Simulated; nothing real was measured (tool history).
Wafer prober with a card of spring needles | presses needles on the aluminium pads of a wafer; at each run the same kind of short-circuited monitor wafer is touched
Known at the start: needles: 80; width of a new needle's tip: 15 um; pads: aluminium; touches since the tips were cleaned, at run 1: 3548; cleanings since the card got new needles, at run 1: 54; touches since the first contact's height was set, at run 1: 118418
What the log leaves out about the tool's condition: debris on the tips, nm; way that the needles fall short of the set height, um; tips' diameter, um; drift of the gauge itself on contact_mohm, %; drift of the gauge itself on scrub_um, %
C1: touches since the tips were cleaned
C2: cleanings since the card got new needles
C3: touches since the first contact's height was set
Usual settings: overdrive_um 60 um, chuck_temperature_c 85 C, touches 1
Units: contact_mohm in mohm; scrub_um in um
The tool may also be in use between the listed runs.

{"run": 1, "day": 0.0, "overdrive_um": 60, "chuck_temperature_c": 85, "touches": 1, "C1": 3548, "C2": 54, "C3": 118418, "contact_mohm": 213, "scrub_um": 10.017}
{"day": 0.254, "done": "tips cleaned on abrasive film"}
{"day": 0.321, "done": "height of the first contact set anew"}
{"run": 2, "day": 0.512, "overdrive_um": 60, "chuck_temperature_c": 85, "touches": 1, "C1": 2609, "C2": 55, "C3": 2053, "contact_mohm": 230, "scrub_um": 10.142}
{"day": 0.858, "done": "tips cleaned on abrasive film"}
{"run": 3, "day": 1.183, "overdrive_um": 60, "chuck_temperature_c": 110, "touches": 1, "C1": 3467, "C2": 56, "C3": 9122, "contact_mohm": 223, "scrub_um": 10.132}
{"day": 1.412, "done": "tips cleaned on abrasive film"}
{"run": 4, "day": 1.725, "overdrive_um": 60, "chuck_temperature_c": 46, "touches": 1, "C1": 3277, "C2": 57, "C3": 14789, "contact_mohm": 206, "scrub_um": 10.125}
{"day": 1.983, "done": "tips cleaned on abrasive film"}
{"run": 5, "day": 2.392, "overdrive_um": 60, "chuck_temperature_c": 46, "touches": 1, "C1": 4363, "C2": 58, "C3": 21851, "contact_mohm": 214, "scrub_um": 10.118}
{"day": 2.525, "done": "tips cleaned on abrasive film"}
{"run": 6, "day": 3.008, "overdrive_um": 60, "chuck_temperature_c": 53, "touches": 2, "C1": 5127, "C2": 59, "C3": 28353, "contact_mohm": 206, "scrub_um": 10.111}
{"day": 3.062, "done": "tips cleaned on abrasive film"}
{"run": 7, "day": 3.462, "overdrive_um": 60, "chuck_temperature_c": 98, "touches": 2, "C1": 4232, "C2": 60, "C3": 33116, "contact_mohm": 211, "scrub_um": 10.107}
{"day": 3.604, "done": "tips cleaned on abrasive film"}
{"day": 4.146, "done": "tips cleaned on abrasive film"}
{"run": 8, "day": 4.308, "overdrive_um": 58, "chuck_temperature_c": 85, "touches": 3, "C1": 1720, "C2": 62, "C3": 42010, "contact_mohm": 202, "scrub_um": 9.756}
{"day": 4.712, "done": "tips cleaned on abrasive film"}
{"run": 9, "day": 4.829, "overdrive_um": 60, "chuck_temperature_c": 37, "touches": 1, "C1": 1246, "C2": 63, "C3": 47464, "contact_mohm": 199, "scrub_um": 10.085}

The next listed run, before its measurement:
{"day": 5.279, "done": "tips cleaned on abrasive film"}
{"run": 10, "day": 5.483, "overdrive_um": 71, "chuck_temperature_c": 85, "touches": 1, "C1": 2139, "C2": 64, "C3": 54349, "contact_mohm": "?", "scrub_um": "?"}

contact_mohm: 202 mohm
scrub_um: 11.939 um
Had the tool carried no hidden state, the very same run would have given contact_mohm 191 mohm, scrub_um 12.011 um.
